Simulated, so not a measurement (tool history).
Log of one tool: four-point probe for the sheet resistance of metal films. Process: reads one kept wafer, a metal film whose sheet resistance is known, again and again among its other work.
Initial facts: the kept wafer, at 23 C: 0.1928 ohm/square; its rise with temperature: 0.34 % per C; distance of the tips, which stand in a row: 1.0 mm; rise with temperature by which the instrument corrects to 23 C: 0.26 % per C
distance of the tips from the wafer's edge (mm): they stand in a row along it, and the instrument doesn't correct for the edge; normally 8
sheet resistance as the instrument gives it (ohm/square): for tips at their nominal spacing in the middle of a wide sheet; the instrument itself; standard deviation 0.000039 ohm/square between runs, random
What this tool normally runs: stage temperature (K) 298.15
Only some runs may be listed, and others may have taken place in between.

run	day	stage temperature (K)	distance of the tips from the wafer's edge (mm)	sheet resistance as the instrument gives it (ohm/square)
1	0.000	298.15	8	0.194676
2	0.700	298.15	8	0.194735
3	1.033	298.15	8	0.194669
4	1.517	298.15	27	0.193277
5	2.229	298.15	8	0.194780
6	2.925	298.15	23	0.193294
7	3.612	292.15	8	0.193851
8	4.083	298.15	8	0.194728
9	4.779	298.15	8	0.194700
10	5.108	298.15	8	0.194754
11	5.421	298.15	8	0.194749
12	5.871	298.15	8	0.194688
13	6.300	298.15	25	0.193257
14	6.758	298.15	25	0.193311
15	7.204	298.15	9	0.194384
16	7.621	298.15	9	0.194430
17	8.342	298.15	9	0.194390
18	8.750	298.15	66	0.193127
19	9.292	298.15	66	0.193126
20	9.871	298.15	66	0.193098
21	10.471	298.15	24	0.193265
22	10.850	298.15	8	0.194677
23	11.579	298.15	8	0.194734
24	12.212	306.15	43	0.194336
25	12.875	306.15	43	0.194236
26	13.179	300.15	41	0.193434
27	13.688	300.15	41	0.193438

What will run 28 give?
28	14.096	300.15	41	?

{"run 28": {"sheet resistance as the instrument gives it (ohm/square)": 0.193474}}
If the tool had no hidden condition, the same run with the same run-to-run variation would have returned sheet resistance as the instrument gives it (ohm/square) 0.193459.

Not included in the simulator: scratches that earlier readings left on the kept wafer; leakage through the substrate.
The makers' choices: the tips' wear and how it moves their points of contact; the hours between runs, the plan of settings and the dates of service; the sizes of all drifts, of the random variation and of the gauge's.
